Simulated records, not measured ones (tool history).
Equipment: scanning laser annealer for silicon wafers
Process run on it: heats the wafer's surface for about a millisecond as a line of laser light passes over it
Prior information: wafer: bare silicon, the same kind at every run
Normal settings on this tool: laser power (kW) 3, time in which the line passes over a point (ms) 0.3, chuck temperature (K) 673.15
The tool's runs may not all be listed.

run	hour	laser power (kW)	time in which the line passes over a point (ms)	chuck temperature (K)	highest temperature of the surface (K)
1	0	3	0.3	673.15	1364.15
2	20.5	3	0.27	673.15	1330.15
3	34.8	3	0.27	673.15	1332.15
# hour 50.6: window over the wafer cleaned
4	50.6	3	0.3	702.15	1425.15
# hour 56.7: optics aligned, line set to its width
5	68.1	3	0.3	702.15	1419.15
6	88.8	3	0.3	702.15	1426.15
# hour 99: optics aligned, line set to its width, once more
7	107.1	3	0.211	678.15	1299.15
8	126.1	3	0.211	678.15	1298.15
9	138.9	2.616	0.291	695.15	1307.15
10	157.6	2.616	0.291	695.15	1306.15
11	167.3	3	0.24	634.15	1288.15
12	179.7	3	0.3	695.15	1415.15

3 options for the next run, each taken on its own from the tool as it stands now. Forecast them:
A	193	3	0.3	670.15	?
B	193	3.056	0.3	673.15	?
C	193	3.077	0.344	664.15	?

run	highest temperature of the surface (K)
A	1387.15
B	1405.15
C	1445.15
Without the tool's hidden state the same runs would have given:
run	highest temperature of the surface (K)
A	1400.15
B	1417.15
C	1459.15

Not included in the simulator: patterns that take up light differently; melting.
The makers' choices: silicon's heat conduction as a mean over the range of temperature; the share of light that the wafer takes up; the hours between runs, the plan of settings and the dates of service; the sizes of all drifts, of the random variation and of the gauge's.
